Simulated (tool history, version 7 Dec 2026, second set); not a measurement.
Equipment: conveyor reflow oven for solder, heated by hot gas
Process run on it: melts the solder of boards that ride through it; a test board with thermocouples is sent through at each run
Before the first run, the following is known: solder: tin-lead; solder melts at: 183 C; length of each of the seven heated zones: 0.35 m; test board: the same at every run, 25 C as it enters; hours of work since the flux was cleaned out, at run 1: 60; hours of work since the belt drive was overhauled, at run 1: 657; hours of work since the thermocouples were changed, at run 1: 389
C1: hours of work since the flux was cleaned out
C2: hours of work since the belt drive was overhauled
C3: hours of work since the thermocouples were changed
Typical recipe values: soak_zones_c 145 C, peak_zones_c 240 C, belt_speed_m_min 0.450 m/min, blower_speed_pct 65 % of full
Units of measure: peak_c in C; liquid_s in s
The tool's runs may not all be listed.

{"run": 1, "hour": 0.0, "soak_zones_c": 145, "peak_zones_c": 240, "belt_speed_m_min": 0.45, "blower_speed_pct": 65, "C1": 60, "C2": 657, "C3": 389, "peak_c": 225.3, "liquid_s": 80.2}
{"run": 2, "hour": 60.2, "soak_zones_c": 145, "peak_zones_c": 240, "belt_speed_m_min": 0.45, "blower_speed_pct": 65, "C1": 92, "C2": 690, "C3": 421, "peak_c": 225.2, "liquid_s": 79.9}
{"run": 3, "hour": 93.7, "soak_zones_c": 145, "peak_zones_c": 240, "belt_speed_m_min": 0.45, "blower_speed_pct": 65, "C1": 110, "C2": 708, "C3": 440, "peak_c": 225.3, "liquid_s": 79.7}
{"run": 4, "hour": 143.8, "soak_zones_c": 145, "peak_zones_c": 240, "belt_speed_m_min": 0.422, "blower_speed_pct": 65, "C1": 138, "C2": 735, "C3": 467, "peak_c": 226.5, "liquid_s": 87.1}
{"run": 5, "hour": 222.3, "soak_zones_c": 145, "peak_zones_c": 248, "belt_speed_m_min": 0.422, "blower_speed_pct": 65, "C1": 180, "C2": 777, "C3": 509, "peak_c": 234.4, "liquid_s": 91.5}
{"run": 6, "hour": 264.8, "soak_zones_c": 145, "peak_zones_c": 248, "belt_speed_m_min": 0.422, "blower_speed_pct": 65, "C1": 203, "C2": 800, "C3": 532, "peak_c": 234.0, "liquid_s": 91.7}
{"run": 7, "hour": 298.4, "soak_zones_c": 145, "peak_zones_c": 240, "belt_speed_m_min": 0.45, "blower_speed_pct": 65, "C1": 221, "C2": 819, "C3": 550, "peak_c": 224.5, "liquid_s": 80.0}
{"run": 8, "hour": 373.6, "soak_zones_c": 145, "peak_zones_c": 240, "belt_speed_m_min": 0.45, "blower_speed_pct": 65, "C1": 262, "C2": 859, "C3": 591, "peak_c": 224.9, "liquid_s": 79.7}
{"run": 9, "hour": 425.5, "soak_zones_c": 145, "peak_zones_c": 240, "belt_speed_m_min": 0.45, "blower_speed_pct": 65, "C1": 290, "C2": 887, "C3": 619, "peak_c": 225.0, "liquid_s": 79.7}
{"run": 10, "hour": 493.3, "soak_zones_c": 154, "peak_zones_c": 251, "belt_speed_m_min": 0.45, "blower_speed_pct": 65, "C1": 327, "C2": 924, "C3": 656, "peak_c": 236.9, "liquid_s": 90.9}
{"hour": 499.8, "done": "thermocouples of zones 6 and 7 changed"}
{"hour": 553.6, "done": "flux residue cleaned out of gas plates and filters"}
{"run": 11, "hour": 576.9, "soak_zones_c": 136, "peak_zones_c": 240, "belt_speed_m_min": 0.45, "blower_speed_pct": 65, "C1": 13, "C2": 966, "C3": 39, "peak_c": 222.9, "liquid_s": 75.0}
{"run": 12, "hour": 645.3, "soak_zones_c": 145, "peak_zones_c": 252, "belt_speed_m_min": 0.42, "blower_speed_pct": 65, "C1": 50, "C2": 1003, "C3": 76, "peak_c": 238.0, "liquid_s": 94.7}
{"run": 13, "hour": 714.1, "soak_zones_c": 145, "peak_zones_c": 252, "belt_speed_m_min": 0.411, "blower_speed_pct": 68, "C1": 87, "C2": 1040, "C3": 113, "peak_c": 239.0, "liquid_s": 97.3}
{"run": 14, "hour": 788.0, "soak_zones_c": 145, "peak_zones_c": 240, "belt_speed_m_min": 0.452, "blower_speed_pct": 57, "C1": 127, "C2": 1080, "C3": 153, "peak_c": 223.8, "liquid_s": 78.3}

Consider 4 possible next runs. They are alternatives, not a sequence: every one starts from the tool as it was left by run 14. What does each give?
{"run": "A", "hour": 829.4, "soak_zones_c": 145, "peak_zones_c": 247, "belt_speed_m_min": 0.45, "blower_speed_pct": 65, "C1": 149, "C2": 1102, "C3": 176, "peak_c": "?", "liquid_s": "?"}
{"run": "B", "hour": 829.4, "soak_zones_c": 139, "peak_zones_c": 243, "belt_speed_m_min": 0.452, "blower_speed_pct": 57, "C1": 149, "C2": 1102, "C3": 176, "peak_c": "?", "liquid_s": "?"}
{"run": "C", "hour": 829.4, "soak_zones_c": 160, "peak_zones_c": 240, "belt_speed_m_min": 0.363, "blower_speed_pct": 59, "C1": 149, "C2": 1102, "C3": 176, "peak_c": "?", "liquid_s": "?"}
{"run": "D", "hour": 829.4, "soak_zones_c": 146, "peak_zones_c": 240, "belt_speed_m_min": 0.452, "blower_speed_pct": 57, "C1": 149, "C2": 1102, "C3": 176, "peak_c": "?", "liquid_s": "?"}

run=A peak_c=231.4 liquid_s=84.2
run=B peak_c=225.6 liquid_s=76.8
run=C peak_c=231.1 liquid_s=113.4
run=D peak_c=223.5 liquid_s=78.8
With the hidden condition removed and each run's random variation left untouched, the same runs would have given:
run=A peak_c=231.4 liquid_s=84.1
run=B peak_c=225.6 liquid_s=76.7
run=C peak_c=231.2 liquid_s=113.3
run=D peak_c=223.5 liquid_s=78.7
